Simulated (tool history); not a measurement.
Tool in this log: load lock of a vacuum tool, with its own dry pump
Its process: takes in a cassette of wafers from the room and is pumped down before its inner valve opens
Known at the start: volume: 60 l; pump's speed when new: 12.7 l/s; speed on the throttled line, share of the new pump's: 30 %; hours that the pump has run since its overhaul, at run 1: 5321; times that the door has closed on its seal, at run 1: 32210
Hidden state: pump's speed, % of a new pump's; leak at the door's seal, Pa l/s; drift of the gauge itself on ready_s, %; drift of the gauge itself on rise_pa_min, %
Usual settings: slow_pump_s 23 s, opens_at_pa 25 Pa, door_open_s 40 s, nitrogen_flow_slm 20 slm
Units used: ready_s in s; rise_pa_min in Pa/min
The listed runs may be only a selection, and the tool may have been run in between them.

| run | hour | slow_pump_s | opens_at_pa | door_open_s | nitrogen_flow_slm | hours that the pump has run since its overhaul | times that the door has closed on its seal | incoming humidity of the room's air, % | ready_s | rise_pa_min |
|---|---|---|---|---|---|---|---|---|---|---|
| 1 | 0.0 | 23 | 25 | 40 | 20 | 5321 | 32210 | 45.2 | 58.2 | 0.153 |
| 2 | 143.0 | 23 | 25 | 40 | 20 | 5464 | 32740 | 49.9 | 58.1 | 0.154 |
| 3 | 232.3 | 23 | 25 | 40 | 20 | 5553 | 33072 | 44.7 | 58.0 | 0.158 |
| 4 | 354.0 | 23 | 25 | 40 | 20 | 5675 | 33523 | 43.4 | 58.4 | 0.155 |
| 5 | 490.2 | 23 | 25 | 40 | 20 | 5811 | 34029 | 48.6 | 58.5 | 0.163 |
| 6 | 632.8 | 23 | 25 | 40 | 10 | 5954 | 34559 | 43.5 | 58.1 | 0.176 |
| 7 | 751.7 | 23 | 25 | 40 | 10 | 6073 | 35000 | 46.2 | 57.9 | 0.174 |

Estimate the outcome of run 8 from the log above:
| 8 | 875.1 | 38 | 43 | 186 | 17 | 6196 | 35458 | 45.6 | ? | ? |

ready_s: 65.7 s
rise_pa_min: 0.189 Pa/min
Take away the tool's hidden state, keep the run-to-run variation as it was, and the same run would have given ready_s 63.5 s, rise_pa_min 0.045 Pa/min.

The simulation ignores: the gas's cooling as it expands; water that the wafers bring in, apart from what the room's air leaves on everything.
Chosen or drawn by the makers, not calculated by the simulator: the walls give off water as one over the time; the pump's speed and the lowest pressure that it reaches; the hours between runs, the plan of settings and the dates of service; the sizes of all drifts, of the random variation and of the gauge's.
